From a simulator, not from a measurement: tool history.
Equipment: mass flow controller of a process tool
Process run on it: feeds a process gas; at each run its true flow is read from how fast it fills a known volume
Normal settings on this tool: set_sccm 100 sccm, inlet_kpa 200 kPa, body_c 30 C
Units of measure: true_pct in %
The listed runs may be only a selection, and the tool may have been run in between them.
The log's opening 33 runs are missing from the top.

run     hour  set_sccm  inlet_kpa  body_c  true_pct
 34   8426.7       128        161      30    101.25
 35   8617.6       122        200      30    101.35
 36   8914.0        21        200      36    103.09
 37   9241.6        21        200      35    103.49
 38   9581.8       136        209      39    101.03
 39   9858.2        86        200      28    101.77
 40  10196.7        86        200      28    101.85
 41  10341.8        86        200      28    101.91
 42  10606.5       100        244      30    102.09
 43  10936.1        25        175      29    104.40
 44  11136.8        72        175      29    102.06
 45  11407.4        72        175      29    102.12

Alternative continuations, all from the tool just after run 45; predict every row:
  A  11655.9       107        166      34         ?
  B  11655.9        78        241      32         ?
  C  11655.9        26        175      39         ?
  D  11655.9       100        164      28         ?
  E  11655.9       100        221      30         ?

run  true_pct
  A    101.70
  B    102.09
  C    103.85
  D    102.04
  E    102.35
The same runs, with their run-to-run variation unchanged, on a tool lacking any hidden condition would have given:
run  true_pct
  A     97.89
  B     97.83
  C     96.27
  D     98.14
  E     98.45

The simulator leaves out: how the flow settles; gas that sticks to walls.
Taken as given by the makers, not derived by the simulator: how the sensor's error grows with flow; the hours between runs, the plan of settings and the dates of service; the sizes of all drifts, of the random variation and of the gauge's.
